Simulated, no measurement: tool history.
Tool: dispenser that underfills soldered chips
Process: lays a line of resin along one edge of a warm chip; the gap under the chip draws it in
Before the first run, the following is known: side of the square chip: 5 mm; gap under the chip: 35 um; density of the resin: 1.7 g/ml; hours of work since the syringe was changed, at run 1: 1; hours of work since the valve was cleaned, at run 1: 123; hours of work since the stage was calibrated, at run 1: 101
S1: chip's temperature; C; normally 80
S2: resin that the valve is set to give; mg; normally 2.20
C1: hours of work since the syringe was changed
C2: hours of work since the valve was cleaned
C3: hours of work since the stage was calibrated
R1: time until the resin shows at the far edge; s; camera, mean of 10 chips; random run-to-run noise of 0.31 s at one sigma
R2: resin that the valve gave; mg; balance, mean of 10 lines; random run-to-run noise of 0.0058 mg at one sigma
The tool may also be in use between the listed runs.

run    day  S1    S2  C1   C2   C3    R1     R2
  1  0.000  80  2.20   1  123  101   9.8  2.108
     0.279  -- new syringe of resin
     0.321  -- dispensing valve cleaned and set on the balance
  2  0.321  80  2.20   0    0  106   9.5  2.204
  3  0.496  80  2.20   3    3  109  13.1  2.208
     0.633  -- new syringe of resin
  4  0.675  80  2.20   1    6  112   9.6  2.195
  5  0.817  80  2.20   3    9  115  12.4  2.204
     0.954  -- new syringe of resin
  6  1.088  80  2.20   3   14  120  11.6  2.192
  7  1.229  80  2.20   5   17  122  14.2  2.189
     1.258  -- new syringe of resin
  8  1.458  80  2.20   4   21  126  12.7  2.186
     1.588  -- new syringe of resin
  9  1.679  80  2.20   2   25  130  11.2  2.179
     1.900  -- new syringe of resin
 10  1.925  80  2.54   0   29  134   9.4  2.525
 11  2.183  80  2.54   5   34  139  14.4  2.514
     2.217  -- new syringe of resin
 12  2.429  68  2.26   4   38  144  20.7  2.240
     2.525  -- new syringe of resin
 13  2.558  71  2.64   1   40  146  14.0  2.609
 14  2.733  89  2.20   4   44  149   9.7  2.172
     2.842  -- new syringe of resin
 15  2.871  92  2.48   1   46  151   5.7  2.443
 16  3.067  92  2.48   4   50  155   8.3  2.430
     3.154  -- new syringe of resin
 17  3.333  74  2.48   3   54  160  15.4  2.439
     3.467  -- new syringe of resin
 18  3.550  75  2.20   2   58  164  12.3  2.152
     3.779  -- new syringe of resin
 19  3.779  92  2.56   0   62  168   6.0  2.502
 20  4.050  92  2.30   5   67  173   9.3  2.251

Estimate the outcome of run 21 from the log above:
     4.083  -- new syringe of resin
 21  4.196  92  2.30   2  70  175   ?   ?

R1: 7.0 s
R2: 2.246 mg
On a tool with no hidden condition, and with the same random variation, this run would have come out at R1 6.1 s, R2 2.302 mg.
